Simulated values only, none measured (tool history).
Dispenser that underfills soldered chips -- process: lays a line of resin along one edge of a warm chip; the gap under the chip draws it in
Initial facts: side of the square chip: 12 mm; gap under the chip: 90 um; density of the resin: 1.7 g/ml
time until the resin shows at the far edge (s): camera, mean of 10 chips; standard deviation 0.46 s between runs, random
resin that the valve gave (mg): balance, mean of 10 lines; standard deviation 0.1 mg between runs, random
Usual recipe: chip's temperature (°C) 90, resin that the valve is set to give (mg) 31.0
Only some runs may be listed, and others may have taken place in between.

run,day,chip's temperature (°C),resin that the valve is set to give (mg),time until the resin shows at the far edge (s),resin that the valve gave (mg)
1,0.000,90,31.0,49.3,30.48
# day 0.104: new syringe of resin
2,0.329,90,31.0,44.2,30.32
# day 0.529: new syringe of resin
3,0.529,82,31.0,45.0,30.46
4,0.804,82,31.0,59.8,30.44
# day 0.954: new syringe of resin
5,1.038,90,31.0,37.0,30.39
6,1.221,90,31.0,44.1,30.36
7,1.350,90,31.0,50.4,30.16
# day 1.383: new syringe of resin
8,1.558,90,31.0,39.1,30.30
# day 1.708: dispensing valve cleaned and set on the balance
# day 1.854: new syringe of resin
9,1.892,90,31.0,35.2,30.96
10,2.075,82,31.0,57.0,30.79
# day 2.304: new syringe of resin
11,2.325,82,31.0,46.4,30.89
12,2.650,82,31.0,66.6,30.65
# day 2.725: new syringe of resin
13,2.896,82,31.0,53.9,30.80
14,3.125,103,38.7,31.9,38.32
# day 3.150: new syringe of resin
15,3.279,94,37.3,32.2,36.96
16,3.542,103,31.2,32.8,30.79
# day 3.579: new syringe of resin
17,3.879,103,31.2,29.4,30.68
# day 4.012: new syringe of resin
18,4.088,100,27.7,26.2,27.22
19,4.254,93,28.1,39.5,27.81
# day 4.450: new syringe of resin
20,4.492,93,28.1,32.2,27.61
21,4.762,90,32.7,45.1,32.11

What will run 22 give?
# day 4.871: new syringe of resin
22,4.967,91,36.3,?,?

{"run 22": {"time until the resin shows at the far edge (s)": 34.8, "resin that the valve gave (mg)": 35.42}}
With the hidden condition absent and the run-to-run variation left alone, this run would have shown time until the resin shows at the far edge (s) 33.2, resin that the valve gave (mg) 36.11.
